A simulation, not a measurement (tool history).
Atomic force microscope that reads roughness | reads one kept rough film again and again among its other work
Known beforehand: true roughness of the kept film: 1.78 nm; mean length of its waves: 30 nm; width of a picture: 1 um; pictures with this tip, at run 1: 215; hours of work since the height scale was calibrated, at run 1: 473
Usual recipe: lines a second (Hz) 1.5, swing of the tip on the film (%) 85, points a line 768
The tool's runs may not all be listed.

| run | day | lines a second (Hz) | swing of the tip on the film (%) | points a line | pictures with this tip | hours of work since the height scale was calibrated | roughness of the kept film (nm (root mean square)) |
|---|---|---|---|---|---|---|---|
| 1 | 0 | 1.5 | 85 | 768 | 215 | 473 | 1.358 |
| 2 | 0.592 | 1.5 | 85 | 260 | 247 | 484 | 1.341 |
| 3 | 1.121 | 1.5 | 85 | 768 | 275 | 494 | 1.349 |
| 4 | 1.567 | 1.5 | 85 | 768 | 299 | 502 | 1.343 |
|  | 2.171 | new tip fitted |
| 5 | 2.171 | 1.5 | 85 | 768 | 0 | 513 | 1.444 |
| 6 | 2.712 | 1.5 | 85 | 768 | 29 | 523 | 1.424 |
| 7 | 3.333 | 1.5 | 85 | 768 | 62 | 535 | 1.411 |
| 8 | 3.867 | 1.5 | 85 | 768 | 91 | 545 | 1.404 |
| 9 | 4.342 | 1.5 | 85 | 768 | 116 | 554 | 1.401 |
| 10 | 4.946 | 1.5 | 85 | 768 | 149 | 566 | 1.387 |
| 11 | 5.396 | 1.5 | 85 | 768 | 173 | 574 | 1.372 |
| 12 | 5.867 | 1.5 | 85 | 768 | 198 | 583 | 1.371 |
| 13 | 6.375 | 0.84 | 60 | 768 | 226 | 593 | 1.533 |

What will run 14 give?
| 14 | 7.05 | 2.27 | 70 | 424 | 262 | 605 | ? |

roughness of the kept film (nm (root mean square)): 1.408
The same run, on a tool lacking any hidden state, would have yielded roughness of the kept film (nm (root mean square)) 1.493.
